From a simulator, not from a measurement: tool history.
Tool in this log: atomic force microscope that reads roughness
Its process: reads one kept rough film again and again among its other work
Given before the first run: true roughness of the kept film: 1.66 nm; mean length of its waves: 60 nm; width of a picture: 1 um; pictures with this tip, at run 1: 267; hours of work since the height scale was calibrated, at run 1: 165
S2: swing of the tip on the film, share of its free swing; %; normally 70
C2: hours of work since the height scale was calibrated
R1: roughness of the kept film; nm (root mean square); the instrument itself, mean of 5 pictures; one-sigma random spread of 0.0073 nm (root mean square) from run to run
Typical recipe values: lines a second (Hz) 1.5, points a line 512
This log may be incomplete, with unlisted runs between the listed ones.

run 1 hour=0 | lines_a_second_(Hz)=1.5 S2=70 points_a_line=512 | pictures_with_this_tip=267 C2=165 | R1=1.507
run 2 hour=6.7 | lines_a_second_(Hz)=0.79 S2=70 points_a_line=512 | pictures_with_this_tip=282 C2=170 | R1=1.556
run 3 hour=14.5 | lines_a_second_(Hz)=1.5 S2=70 points_a_line=512 | pictures_with_this_tip=300 C2=175 | R1=1.511
-- hour=21.2 new tip fitted
run 4 hour=22.5 | lines_a_second_(Hz)=1.5 S2=70 points_a_line=283 | pictures_with_this_tip=3 C2=181 | R1=1.529
run 5 hour=31.9 | lines_a_second_(Hz)=1.5 S2=70 points_a_line=283 | pictures_with_this_tip=24 C2=188 | R1=1.522
run 6 hour=40.6 | lines_a_second_(Hz)=1.72 S2=70 points_a_line=512 | pictures_with_this_tip=43 C2=194 | R1=1.508
run 7 hour=49.9 | lines_a_second_(Hz)=1.72 S2=70 points_a_line=512 | pictures_with_this_tip=64 C2=201 | R1=1.511
run 8 hour=54.8 | lines_a_second_(Hz)=0.98 S2=74 points_a_line=718 | pictures_with_this_tip=75 C2=205 | R1=1.541
run 9 hour=64.2 | lines_a_second_(Hz)=0.98 S2=74 points_a_line=718 | pictures_with_this_tip=97 C2=212 | R1=1.529
run 10 hour=69.2 | lines_a_second_(Hz)=0.98 S2=74 points_a_line=718 | pictures_with_this_tip=108 C2=215 | R1=1.548
run 11 hour=76.5 | lines_a_second_(Hz)=0.98 S2=74 points_a_line=718 | pictures_with_this_tip=124 C2=221 | R1=1.554
run 12 hour=84.6 | lines_a_second_(Hz)=1.18 S2=74 points_a_line=718 | pictures_with_this_tip=143 C2=227 | R1=1.53

Forecast each of these 4 alternatives for the next run:
run A hour=92.2 | lines_a_second_(Hz)=0.94 S2=88 points_a_line=951 | pictures_with_this_tip=160 C2=233 | R1=?
run B hour=92.2 | lines_a_second_(Hz)=3.15 S2=70 points_a_line=512 | pictures_with_this_tip=160 C2=233 | R1=?
run C hour=92.2 | lines_a_second_(Hz)=2.84 S2=74 points_a_line=387 | pictures_with_this_tip=160 C2=233 | R1=?
run D hour=92.2 | lines_a_second_(Hz)=1.5 S2=70 points_a_line=337 | pictures_with_this_tip=160 C2=233 | R1=?

run=A R1=1.463
run=B R1=1.41
run=C R1=1.382
run=D R1=1.505
Without the tool's hidden state the same runs would have given:
run=A R1=1.479
run=B R1=1.426
run=C R1=1.397
run=D R1=1.521
